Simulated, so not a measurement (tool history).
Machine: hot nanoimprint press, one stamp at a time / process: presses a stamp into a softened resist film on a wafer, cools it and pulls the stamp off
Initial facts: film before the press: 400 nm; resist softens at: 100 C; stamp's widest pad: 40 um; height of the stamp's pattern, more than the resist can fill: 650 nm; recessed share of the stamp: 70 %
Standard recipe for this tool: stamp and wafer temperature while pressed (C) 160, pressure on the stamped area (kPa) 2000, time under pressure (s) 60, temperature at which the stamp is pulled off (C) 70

run     day  stamp and wafer temperature while pressed (C)  pressure on the stamped area (kPa)  time under pressure (s)  temperature at which the stamp is pulled off (C)  resist left under the stamp's widest pad (angstrom)  greatest force while the stamp is pulled off (N)
  1   0.000                                            160                                2000                       60                                                70                                                 2210                                               133
  2   1.450                                            160                                2000                       60                                                70                                                 2200                                               134
  3   2.438                                            172                                2000                       60                                                70                                                 1481                                               141
  4   3.392                                            160                                1930                       60                                                70                                                 2234                                               144
  5   4.275                                            160                                1930                       60                                                70                                                 2239                                               146
  6   5.108                                            160                                2550                       60                                                70                                                 1956                                               145
  7   5.883                                            160                                2670                       60                                                70                                                 1910                                               152
  8   6.629                                            160                                2670                       60                                                70                                                 1906                                               145
  9   7.321                                            160                                2000                       60                                                70                                                 2193                                               148
 10   8.650                                            160                                2000                       60                                                70                                                 2189                                               151
 11  10.108                                            160                                2000                       60                                                70                                                 2185                                               158
 12  11.317                                            160                                2460                       64                                                72                                                 1936                                               146
     12.150  -- stamp cleaned and given a new release coat
 13  12.379                                            171                                1420                       64                                                72                                                 1788                                               102
     12.592  -- plate thermocouple calibrated
 14  13.829                                            171                                1420                       64                                                72                                                 1806                                               106
 15  14.546                                            153                                2260                       37                                                58                                                 2940                                               143
 16  15.900                                            153                                2260                       37                                                58                                                 2932                                               148
 17  16.854                                            154                                2260                       37                                                74                                                 2858                                               110
 18  17.862                                            154                                2260                       43                                                74                                                 2756                                               115
 19  19.300                                            154                                2260                       43                                                74                                                 2759                                               109
 20  20.300                                            164                                1600                       31                                                66                                                 2605                                               137
 21  20.900                                            170                                2480                      119                                                66                                                 1095                                               141

Alternative continuations, all from the tool just after run 21; predict every row:
  A  22.338                                            152                                2000                       60                                                70                                                    ?                                                 ?
  B  22.338                                            160                                3040                       60                                                70                                                    ?                                                 ?
  C  22.338                                            170                                2480                      114                                                66                                                    ?                                                 ?
  D  22.338                                            170                                2350                      119                                                60                                                    ?                                                 ?
  E  22.338                                            170                                1810                      119                                                66                                                    ?                                                 ?

run  resist left under the stamp's widest pad (angstrom)  greatest force while the stamp is pulled off (N)
  A                                                 2810                                               130
  B                                                 1792                                               124
  C                                                 1111                                               150
  D                                                 1123                                               163
  E                                                 1304                                               148
With no hidden state in the tool, these same runs would have given:
run  resist left under the stamp's widest pad (angstrom)  greatest force while the stamp is pulled off (N)
  A                                                 2799                                               109
  B                                                 1765                                               104
  C                                                 1096                                               126
  D                                                 1110                                               136
  E                                                 1295                                               124
